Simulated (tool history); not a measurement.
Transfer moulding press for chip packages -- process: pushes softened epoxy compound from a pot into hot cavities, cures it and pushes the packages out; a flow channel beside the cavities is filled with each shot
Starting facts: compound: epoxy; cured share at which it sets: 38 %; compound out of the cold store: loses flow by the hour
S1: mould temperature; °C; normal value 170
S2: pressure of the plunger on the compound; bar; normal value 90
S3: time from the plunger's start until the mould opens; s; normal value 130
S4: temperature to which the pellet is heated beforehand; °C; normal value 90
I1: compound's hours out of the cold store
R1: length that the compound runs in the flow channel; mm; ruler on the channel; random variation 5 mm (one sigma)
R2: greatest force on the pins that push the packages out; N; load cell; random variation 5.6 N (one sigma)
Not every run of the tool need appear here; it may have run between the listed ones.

run 1 day=0 | S1=170 S2=90 S3=130 S4=90 | I1=22.1 | R1=616 R2=252
run 2 day=1.229 | S1=170 S2=90 S3=130 S4=90 | I1=38.8 | R1=564 R2=291
run 3 day=1.879 | S1=170 S2=90 S3=133 S4=90 | I1=8.7 | R1=636 R2=303
-- day=2.1 plunger's sealing rings changed
-- day=2.65 mould's thermocouples calibrated
-- day=2.712 cavities cleaned with cleaning compound and waxed
run 4 day=3.433 | S1=164 S2=90 S3=130 S4=90 | I1=28.2 | R1=627 R2=307
run 5 day=4.521 | S1=164 S2=90 S3=130 S4=90 | I1=14.9 | R1=659 R2=366
run 6 day=5.6 | S1=169 S2=75.1 S3=157 S4=85 | I1=11.4 | R1=594 R2=291
-- day=6.212 cavities cleaned with cleaning compound and waxed
run 7 day=6.279 | S1=177 S2=90 S3=170 S4=90 | I1=16.8 | R1=620 R2=172

What will run 8 give?
run 8 day=7.446 | S1=170 S2=90 S3=130 S4=93 | I1=23 | R1=? R2=?

R1: 630 mm
R2: 259 N
The same run, on a tool lacking any hidden state, would have yielded R1 646 mm, R2 193 N.

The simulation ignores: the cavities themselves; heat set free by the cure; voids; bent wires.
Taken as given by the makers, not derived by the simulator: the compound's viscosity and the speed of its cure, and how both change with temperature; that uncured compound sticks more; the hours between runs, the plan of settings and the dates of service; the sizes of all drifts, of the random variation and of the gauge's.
